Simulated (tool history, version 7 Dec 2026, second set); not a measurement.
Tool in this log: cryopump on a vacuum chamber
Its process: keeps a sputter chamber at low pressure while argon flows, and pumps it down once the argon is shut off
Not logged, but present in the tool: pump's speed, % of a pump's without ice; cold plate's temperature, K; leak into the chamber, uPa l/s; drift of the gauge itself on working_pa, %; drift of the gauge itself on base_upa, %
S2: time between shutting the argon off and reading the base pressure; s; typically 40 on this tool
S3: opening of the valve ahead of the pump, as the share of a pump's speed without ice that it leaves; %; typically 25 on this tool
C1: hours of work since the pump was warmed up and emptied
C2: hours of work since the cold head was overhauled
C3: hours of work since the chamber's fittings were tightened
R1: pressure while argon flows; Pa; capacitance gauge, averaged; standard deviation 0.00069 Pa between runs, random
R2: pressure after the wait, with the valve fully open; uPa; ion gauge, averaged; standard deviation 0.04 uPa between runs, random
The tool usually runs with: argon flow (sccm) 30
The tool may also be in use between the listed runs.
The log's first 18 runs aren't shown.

{"run": 19, "hour": 286.2, "argon flow (sccm)": 13, "S2": 40, "S3": 25, "C1": 660, "C2": 660, "C3": 2029, "R1": 0.0926, "R2": 4.77}
{"run": 20, "hour": 296.8, "argon flow (sccm)": 15, "S2": 62, "S3": 21, "C1": 666, "C2": 666, "C3": 2036, "R1": 0.1276, "R2": 4.06}
{"run": 21, "hour": 315.0, "argon flow (sccm)": 15, "S2": 62, "S3": 21, "C1": 678, "C2": 678, "C3": 2048, "R1": 0.1268, "R2": 4.09}
{"run": 22, "hour": 326.4, "argon flow (sccm)": 15, "S2": 27, "S3": 22, "C1": 686, "C2": 686, "C3": 2055, "R1": 0.1212, "R2": 5.91}
{"run": 23, "hour": 344.5, "argon flow (sccm)": 15, "S2": 27, "S3": 22, "C1": 697, "C2": 697, "C3": 2067, "R1": 0.1225, "R2": 5.74}
{"run": 24, "hour": 358.8, "argon flow (sccm)": 21, "S2": 37, "S3": 22, "C1": 706, "C2": 706, "C3": 2076, "R1": 0.1708, "R2": 4.94}
{"run": 25, "hour": 378.8, "argon flow (sccm)": 33, "S2": 39, "S3": 54, "C1": 719, "C2": 719, "C3": 2089, "R1": 0.1153, "R2": 4.96}
{"run": 26, "hour": 392.7, "argon flow (sccm)": 33, "S2": 39, "S3": 54, "C1": 728, "C2": 728, "C3": 2098, "R1": 0.1156, "R2": 4.86}
{"run": 27, "hour": 405.2, "argon flow (sccm)": 58, "S2": 40, "S3": 37, "C1": 736, "C2": 736, "C3": 2106, "R1": 0.286, "R2": 4.76}
{"run": 28, "hour": 422.7, "argon flow (sccm)": 23, "S2": 250, "S3": 16, "C1": 748, "C2": 748, "C3": 2117, "R1": 0.2554, "R2": 3.19}
{"run": 29, "hour": 435.8, "argon flow (sccm)": 23, "S2": 250, "S3": 16, "C1": 756, "C2": 756, "C3": 2126, "R1": 0.2556, "R2": 3.19}
{"run": 30, "hour": 455.5, "argon flow (sccm)": 30, "S2": 157, "S3": 18, "C1": 769, "C2": 769, "C3": 2139, "R1": 0.2974, "R2": 3.35}
{"run": 31, "hour": 471.9, "argon flow (sccm)": 30, "S2": 220, "S3": 18, "C1": 779, "C2": 779, "C3": 2149, "R1": 0.2972, "R2": 3.2}
{"run": 32, "hour": 491.3, "argon flow (sccm)": 19, "S2": 80, "S3": 25, "C1": 792, "C2": 792, "C3": 2162, "R1": 0.137, "R2": 3.93}
{"run": 33, "hour": 506.5, "argon flow (sccm)": 14, "S2": 166, "S3": 35, "C1": 802, "C2": 802, "C3": 2172, "R1": 0.0731, "R2": 3.39}
{"run": 34, "hour": 515.4, "argon flow (sccm)": 14, "S2": 216, "S3": 20, "C1": 808, "C2": 808, "C3": 2177, "R1": 0.1265, "R2": 3.23}
{"run": 35, "hour": 527.0, "argon flow (sccm)": 42, "S2": 99, "S3": 27, "C1": 815, "C2": 815, "C3": 2185, "R1": 0.282, "R2": 3.7}

Each row is a separate what-if for the run after 35, all from the same tool condition, not one after another. Results?
{"run": "A", "hour": 541.6, "argon flow (sccm)": 33, "S2": 42, "S3": 31, "C1": 824, "C2": 824, "C3": 2194, "R1": "?", "R2": "?"}
{"run": "B", "hour": 541.6, "argon flow (sccm)": 13, "S2": 40, "S3": 27, "C1": 824, "C2": 824, "C3": 2194, "R1": "?", "R2": "?"}
{"run": "C", "hour": 541.6, "argon flow (sccm)": 42, "S2": 116, "S3": 16, "C1": 824, "C2": 824, "C3": 2194, "R1": "?", "R2": "?"}

run=A R1=0.1959 R2=4.87
run=B R1=0.0872 R2=4.99
run=C R1=0.4682 R2=3.69
Stripped of hidden state, with their random variation kept, the same runs would have yielded:
run=A R1=0.1848 R2=2.22
run=B R1=0.0829 R2=2.31
run=C R1=0.4541 R2=1
